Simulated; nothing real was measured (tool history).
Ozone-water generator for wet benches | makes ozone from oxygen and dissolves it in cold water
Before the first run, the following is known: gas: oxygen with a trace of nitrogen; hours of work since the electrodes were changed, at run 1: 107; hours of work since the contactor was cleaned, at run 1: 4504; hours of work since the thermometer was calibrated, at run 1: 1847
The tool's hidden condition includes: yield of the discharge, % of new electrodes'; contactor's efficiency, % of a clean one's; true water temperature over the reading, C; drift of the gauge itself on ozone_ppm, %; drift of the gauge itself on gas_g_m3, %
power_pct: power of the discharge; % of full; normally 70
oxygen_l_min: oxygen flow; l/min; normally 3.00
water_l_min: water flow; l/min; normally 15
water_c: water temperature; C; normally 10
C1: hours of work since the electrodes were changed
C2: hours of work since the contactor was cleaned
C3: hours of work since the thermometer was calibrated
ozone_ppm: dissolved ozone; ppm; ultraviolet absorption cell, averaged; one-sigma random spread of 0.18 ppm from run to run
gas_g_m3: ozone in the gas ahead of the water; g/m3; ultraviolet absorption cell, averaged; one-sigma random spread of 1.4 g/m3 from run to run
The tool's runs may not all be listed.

Run 1, day 0.000: usual settings; C1 107; C2 4504; C3 1847. Result: ozone_ppm 25.8 ppm, gas_g_m3 273.7 g/m3.
Run 2, day 1.733: usual settings but oxygen_l_min 3.87 l/min; C1 145; C2 4542; C3 1885. Result: ozone_ppm 28.1 ppm, gas_g_m3 251.5 g/m3.
Run 3, day 3.704: usual settings but oxygen_l_min 3.87 l/min; C1 188; C2 4585; C3 1929. Result: ozone_ppm 27.6 ppm, gas_g_m3 253.1 g/m3.
Run 4, day 5.817: usual settings but power_pct 88 % of full; C1 235; C2 4632; C3 1975. Result: ozone_ppm 29.9 ppm, gas_g_m3 322.2 g/m3.
Run 5, day 7.504: usual settings but power_pct 88 % of full; C1 272; C2 4669; C3 2012. Result: ozone_ppm 29.6 ppm, gas_g_m3 318.6 g/m3.
Run 6, day 10.129: usual settings but power_pct 88 % of full; C1 329; C2 4726; C3 2070. Result: ozone_ppm 29.7 ppm, gas_g_m3 316.4 g/m3.
Run 7, day 11.562: usual settings but water_c 16 C; C1 361; C2 4758; C3 2101. Result: ozone_ppm 23.6 ppm, gas_g_m3 272.5 g/m3.
Run 8, day 14.088: usual settings but water_c 16 C; C1 416; C2 4813; C3 2156. Result: ozone_ppm 23.8 ppm, gas_g_m3 270.4 g/m3.
Run 9, day 15.400: usual settings; C1 445; C2 4842; C3 2185. Result: ozone_ppm 25.3 ppm, gas_g_m3 270.3 g/m3.
Run 10, day 16.733: usual settings; C1 474; C2 4871; C3 2215. Result: ozone_ppm 25.2 ppm, gas_g_m3 272.6 g/m3.
Run 11, day 19.029: usual settings but power_pct 55 % of full; C1 525; C2 4922; C3 2265. Result: ozone_ppm 21.5 ppm, gas_g_m3 231.3 g/m3.
Run 12, day 20.983: usual settings but power_pct 55 % of full; C1 568; C2 4965; C3 2308. Result: ozone_ppm 21.7 ppm, gas_g_m3 232.7 g/m3.
Run 13, day 23.712: usual settings but power_pct 55 % of full; C1 627; C2 5025; C3 2368. Result: ozone_ppm 21.6 ppm, gas_g_m3 231.6 g/m3.
Run 14, day 25.796: usual settings but power_pct 55 % of full; C1 673; C2 5070; C3 2413. Result: ozone_ppm 21.3 ppm, gas_g_m3 232.1 g/m3.
Run 15, day 27.900: usual settings; C1 719; C2 5116; C3 2460. Result: ozone_ppm 25.3 ppm, gas_g_m3 274.7 g/m3.
Run 16, day 30.017: usual settings; C1 766; C2 5163; C3 2506. Result: ozone_ppm 25.1 ppm, gas_g_m3 270.1 g/m3.
Run 17, day 31.450: usual settings; C1 797; C2 5194; C3 2538. Result: ozone_ppm 25.5 ppm, gas_g_m3 271.9 g/m3.
Run 18, day 33.850: usual settings but oxygen_l_min 1.59 l/min, water_c 6 C; C1 850; C2 5247; C3 2590. Result: ozone_ppm 20.0 ppm, gas_g_m3 330.6 g/m3.
Run 19, day 36.279: usual settings but power_pct 62 % of full, oxygen_l_min 1.83 l/min, water_l_min 23 l/min, water_c 9 C; C1 903; C2 5300; C3 2644. Result: ozone_ppm 12.3 ppm, gas_g_m3 293.6 g/m3.
Run 20, day 37.712: usual settings but power_pct 95 % of full, oxygen_l_min 1.59 l/min, water_l_min 23 l/min, water_c 9 C; C1 935; C2 5332; C3 2675. Result: ozone_ppm 15.2 ppm, gas_g_m3 409.1 g/m3.
Run 21, day 38.912: usual settings but power_pct 95 % of full, oxygen_l_min 1.59 l/min, water_l_min 23 l/min, water_c 9 C; C1 961; C2 5358; C3 2701. Result: ozone_ppm 15.4 ppm, gas_g_m3 409.4 g/m3.
Run 22, day 40.058: usual settings but power_pct 40 % of full, water_c 5 C; C1 986; C2 5383; C3 2726. Result: ozone_ppm 18.2 ppm, gas_g_m3 184.9 g/m3.
At day 40.354: contactor cleaned.
Run 23, day 41.417: usual settings but power_pct 40 % of full, water_c 5 C; C1 1012; C2 23; C3 2753. Result: ozone_ppm 18.1 ppm, gas_g_m3 184.9 g/m3.
At day 43.588: water thermometer calibrated.
Run 24, day 43.733: usual settings but power_pct 40 % of full, water_c 5 C; C1 1063; C2 74; C3 3. Result: ozone_ppm 18.2 ppm, gas_g_m3 183.5 g/m3.
Run 25, day 45.867: usual settings but power_pct 69 % of full, oxygen_l_min 4.25 l/min, water_c 5 C; C1 1110; C2 121; C3 50. Result: ozone_ppm 29.6 ppm, gas_g_m3 238.2 g/m3.
Run 26, day 47.608: usual settings but power_pct 72 % of full, oxygen_l_min 1.68 l/min, water_l_min 20 l/min; C1 1148; C2 159; C3 88. Result: ozone_ppm 15.0 ppm, gas_g_m3 334.1 g/m3.
Run 27, day 49.379: usual settings but water_c 5 C; C1 1187; C2 198; C3 127. Result: ozone_ppm 26.2 ppm, gas_g_m3 269.4 g/m3.
At day 51.371: contactor cleaned, once more.
Run 28, day 52.038: usual settings but water_l_min 12 l/min; C1 1241; C2 15; C3 182. Result: ozone_ppm 31.0 ppm, gas_g_m3 271.7 g/m3.
Run 29, day 53.654: usual settings but power_pct 54 % of full, water_l_min 12 l/min; C1 1277; C2 50; C3 217. Result: ozone_ppm 26.0 ppm, gas_g_m3 227.3 g/m3.
Run 30, day 55.704: usual settings but power_pct 97 % of full, oxygen_l_min 4.51 l/min, water_l_min 11 l/min, water_c 6 C; C1 1322; C2 95; C3 262. Result: ozone_ppm 48.7 ppm, gas_g_m3 297.5 g/m3.
Run 31, day 57.596: usual settings but power_pct 97 % of full, oxygen_l_min 4.51 l/min, water_l_min 11 l/min, water_c 6 C; C1 1363; C2 137; C3 304. Result: ozone_ppm 48.6 ppm, gas_g_m3 296.2 g/m3.
Run 32, day 58.975: usual settings but power_pct 66 % of full, water_l_min 13 l/min; C1 1393; C2 167; C3 334. Result: ozone_ppm 27.8 ppm, gas_g_m3 261.0 g/m3.
Run 33, day 60.246: usual settings but power_pct 44 % of full, oxygen_l_min 2.82 l/min; C1 1421; C2 195; C3 362. Result: ozone_ppm 18.1 ppm, gas_g_m3 200.5 g/m3.

Here are 4 independent what-if runs from the current tool condition. What would each one return?
Run A, day 61.717: usual settings but power_pct 69 % of full; C1 1454; C2 227; C3 394. Result: ozone_ppm ?, gas_g_m3 ?.
Run B, day 61.717: usual settings but water_c 11 C; C1 1454; C2 227; C3 394. Result: ozone_ppm ?, gas_g_m3 ?.
Run C, day 61.717: usual settings but power_pct 44 % of full, oxygen_l_min 2.82 l/min, water_c 5 C; C1 1454; C2 227; C3 394. Result: ozone_ppm ?, gas_g_m3 ?.
Run D, day 61.717: usual settings but power_pct 59 % of full, water_l_min 13 l/min; C1 1454; C2 227; C3 394. Result: ozone_ppm ?, gas_g_m3 ?.

run  ozone_ppm  gas_g_m3
  A       25.5     268.0
  B       25.4     268.5
  C       19.4     201.9
  D       25.3     242.5
Stripped of hidden state, with their random variation kept, the same runs would have yielded:
run  ozone_ppm  gas_g_m3
  A       25.8     269.6
  B       25.7     270.2
  C       19.6     202.8
  D       25.6     243.8
